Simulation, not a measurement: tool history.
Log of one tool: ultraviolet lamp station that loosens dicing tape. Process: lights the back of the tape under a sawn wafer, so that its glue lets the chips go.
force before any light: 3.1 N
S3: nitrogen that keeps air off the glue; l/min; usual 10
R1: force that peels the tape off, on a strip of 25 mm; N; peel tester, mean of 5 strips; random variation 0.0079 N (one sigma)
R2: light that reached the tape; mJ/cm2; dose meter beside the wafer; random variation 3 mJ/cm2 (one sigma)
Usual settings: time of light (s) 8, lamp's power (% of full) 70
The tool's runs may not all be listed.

{"run": 1, "hour": 0.0, "time of light (s)": 8, "lamp's power (% of full)": 70, "S3": 10, "R1": 0.353, "R2": 377}
{"run": 2, "hour": 18.7, "time of light (s)": 8, "lamp's power (% of full)": 70, "S3": 10, "R1": 0.35, "R2": 379}
{"hour": 27.1, "done": "window cleaned of glue's vapour"}
{"run": 3, "hour": 48.3, "time of light (s)": 8, "lamp's power (% of full)": 70, "S3": 6, "R1": 0.444, "R2": 363}
{"run": 4, "hour": 69.7, "time of light (s)": 8, "lamp's power (% of full)": 70, "S3": 10, "R1": 0.371, "R2": 354}
{"run": 5, "hour": 94.8, "time of light (s)": 8, "lamp's power (% of full)": 70, "S3": 10, "R1": 0.377, "R2": 351}
{"run": 6, "hour": 118.8, "time of light (s)": 8, "lamp's power (% of full)": 70, "S3": 10, "R1": 0.41, "R2": 349}
{"run": 7, "hour": 134.3, "time of light (s)": 8, "lamp's power (% of full)": 70, "S3": 10, "R1": 0.396, "R2": 344}
{"hour": 145.7, "done": "window cleaned of glue's vapour, once more"}
{"run": 8, "hour": 166.7, "time of light (s)": 8, "lamp's power (% of full)": 70, "S3": 10, "R1": 0.322, "R2": 411}
{"run": 9, "hour": 182.7, "time of light (s)": 8, "lamp's power (% of full)": 70, "S3": 10, "R1": 0.337, "R2": 404}
{"run": 10, "hour": 205.1, "time of light (s)": 4, "lamp's power (% of full)": 70, "S3": 10, "R1": 0.783, "R2": 205}
{"run": 11, "hour": 228.6, "time of light (s)": 4, "lamp's power (% of full)": 70, "S3": 10, "R1": 0.786, "R2": 204}
{"run": 12, "hour": 252.0, "time of light (s)": 8, "lamp's power (% of full)": 72, "S3": 10, "R1": 0.323, "R2": 408}
{"run": 13, "hour": 277.1, "time of light (s)": 8, "lamp's power (% of full)": 70, "S3": 10, "R1": 0.345, "R2": 392}
{"run": 14, "hour": 299.1, "time of light (s)": 8, "lamp's power (% of full)": 73, "S3": 10, "R1": 0.339, "R2": 401}
{"run": 15, "hour": 318.0, "time of light (s)": 8, "lamp's power (% of full)": 70, "S3": 10, "R1": 0.35, "R2": 379}
{"run": 16, "hour": 338.4, "time of light (s)": 13, "lamp's power (% of full)": 70, "S3": 10, "R1": 0.257, "R2": 613}
{"run": 17, "hour": 359.7, "time of light (s)": 13, "lamp's power (% of full)": 70, "S3": 10, "R1": 0.24, "R2": 608}
{"run": 18, "hour": 386.5, "time of light (s)": 4, "lamp's power (% of full)": 93, "S3": 10, "R1": 0.609, "R2": 240}
{"run": 19, "hour": 412.5, "time of light (s)": 6, "lamp's power (% of full)": 70, "S3": 4, "R1": 0.721, "R2": 275}
{"run": 20, "hour": 439.8, "time of light (s)": 6, "lamp's power (% of full)": 70, "S3": 4, "R1": 0.736, "R2": 270}
{"run": 21, "hour": 468.3, "time of light (s)": 6, "lamp's power (% of full)": 94, "S3": 4, "R1": 0.56, "R2": 357}
{"run": 22, "hour": 482.6, "time of light (s)": 6, "lamp's power (% of full)": 94, "S3": 11, "R1": 0.379, "R2": 355}
{"hour": 491.3, "done": "window cleaned of glue's vapour"}
{"run": 23, "hour": 512.7, "time of light (s)": 4, "lamp's power (% of full)": 84, "S3": 10, "R1": 0.673, "R2": 235}
{"run": 24, "hour": 534.9, "time of light (s)": 4, "lamp's power (% of full)": 84, "S3": 10, "R1": 0.656, "R2": 232}
{"run": 25, "hour": 555.0, "time of light (s)": 4, "lamp's power (% of full)": 89, "S3": 10, "R1": 0.604, "R2": 244}
{"run": 26, "hour": 574.4, "time of light (s)": 4, "lamp's power (% of full)": 94, "S3": 10, "R1": 0.595, "R2": 253}
{"run": 27, "hour": 601.2, "time of light (s)": 8, "lamp's power (% of full)": 75, "S3": 10, "R1": 0.342, "R2": 399}
{"run": 28, "hour": 621.3, "time of light (s)": 12, "lamp's power (% of full)": 99, "S3": 5, "R1": 0.23, "R2": 790}
{"run": 29, "hour": 650.7, "time of light (s)": 12, "lamp's power (% of full)": 99, "S3": 5, "R1": 0.254, "R2": 767}
{"run": 30, "hour": 671.9, "time of light (s)": 9, "lamp's power (% of full)": 87, "S3": 16, "R1": 0.255, "R2": 500}
{"run": 31, "hour": 697.8, "time of light (s)": 9, "lamp's power (% of full)": 87, "S3": 16, "R1": 0.254, "R2": 499}

The same runs without the tool's hidden state, with the same run-to-run variation:
The hidden state here: lamp's light, % of a new lamp's; light that the window lets through, % of a clean one's; drift of the gauge itself on peel_n, %; drift of the gauge itself on dose_mj_cm2, %.
run=1 R1=0.304 R2=436
run=2 R1=0.298 R2=442
run=3 R1=0.348 R2=442
run=4 R1=0.295 R2=437
run=5 R1=0.297 R2=438
run=6 R1=0.321 R2=441
run=7 R1=0.304 R2=438
run=8 R1=0.302 R2=438
run=9 R1=0.314 R2=435
run=10 R1=0.709 R2=223
run=11 R1=0.702 R2=224
run=12 R1=0.291 R2=454
run=13 R1=0.306 R2=441
run=14 R1=0.300 R2=457
run=15 R1=0.303 R2=435
run=16 R1=0.247 R2=712
run=17 R1=0.229 R2=713
run=18 R1=0.488 R2=286
run=19 R1=0.571 R2=331
run=20 R1=0.574 R2=330
run=21 R1=0.429 R2=443
run=22 R1=0.303 R2=443
run=23 R1=0.579 R2=265
run=24 R1=0.554 R2=265
run=25 R1=0.501 R2=282
run=26 R1=0.489 R2=295
run=27 R1=0.293 R2=471
run=28 R1=0.220 R2=942
run=29 R1=0.243 R2=929
run=30 R1=0.237 R2=612
run=31 R1=0.234 R2=620

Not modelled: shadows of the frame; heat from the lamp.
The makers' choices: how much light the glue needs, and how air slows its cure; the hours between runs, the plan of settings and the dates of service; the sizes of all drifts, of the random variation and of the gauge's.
